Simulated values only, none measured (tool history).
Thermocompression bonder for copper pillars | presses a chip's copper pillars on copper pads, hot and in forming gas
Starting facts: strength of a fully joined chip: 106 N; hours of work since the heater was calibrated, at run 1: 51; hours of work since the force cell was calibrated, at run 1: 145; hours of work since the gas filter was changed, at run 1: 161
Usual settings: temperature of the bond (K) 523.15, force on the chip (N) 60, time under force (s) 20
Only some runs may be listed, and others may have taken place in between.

| run | hour | temperature of the bond (K) | force on the chip (N) | time under force (s) | hours of work since the heater was calibrated | hours of work since the force cell was calibrated | hours of work since the gas filter was changed | force that shears a chip off (N) |
|---|---|---|---|---|---|---|---|---|
| 1 | 0 | 523.15 | 60 | 20 | 51 | 145 | 161 | 66.1 |
| 2 | 7.8 | 523.15 | 60 | 20 | 55 | 149 | 165 | 67 |
| 3 | 18.4 | 523.15 | 60 | 20 | 61 | 155 | 171 | 66.8 |
| 4 | 23.9 | 523.15 | 60 | 20 | 64 | 158 | 174 | 66.5 |
| 5 | 30.6 | 523.15 | 60 | 20 | 68 | 162 | 178 | 66.3 |
| 6 | 35.4 | 523.15 | 60 | 20 | 70 | 164 | 181 | 66.5 |
| 7 | 41.2 | 547.15 | 60 | 20 | 73 | 168 | 184 | 82.1 |
| 8 | 46.6 | 547.15 | 60 | 20 | 76 | 171 | 187 | 82.4 |
| 9 | 51.9 | 523.15 | 60 | 20 | 79 | 174 | 190 | 67.2 |
| 10 | 62 | 534.15 | 40 | 16 | 85 | 179 | 195 | 52.9 |
| 11 | 66.5 | 515.15 | 76 | 46 | 87 | 182 | 198 | 85.4 |
| 12 | 71.7 | 519.15 | 40 | 46 | 90 | 184 | 201 | 60.7 |
| 13 | 81.4 | 519.15 | 40 | 46 | 96 | 190 | 206 | 60.7 |
| 14 | 92.3 | 519.15 | 40 | 46 | 102 | 196 | 212 | 60.4 |
| 15 | 102.4 | 520.15 | 40 | 10 | 107 | 201 | 217 | 35 |

Run 16 is up next; what results do you expect?
| 16 | 109.2 | 520.15 | 80 | 33 | 111 | 205 | 221 | ? |

{"run 16": {"force that shears a chip off (N)": 85.8}}
Take away the tool's hidden state, keep the run-to-run variation as it was, and the same run would have given force that shears a chip off (N) 86.5.

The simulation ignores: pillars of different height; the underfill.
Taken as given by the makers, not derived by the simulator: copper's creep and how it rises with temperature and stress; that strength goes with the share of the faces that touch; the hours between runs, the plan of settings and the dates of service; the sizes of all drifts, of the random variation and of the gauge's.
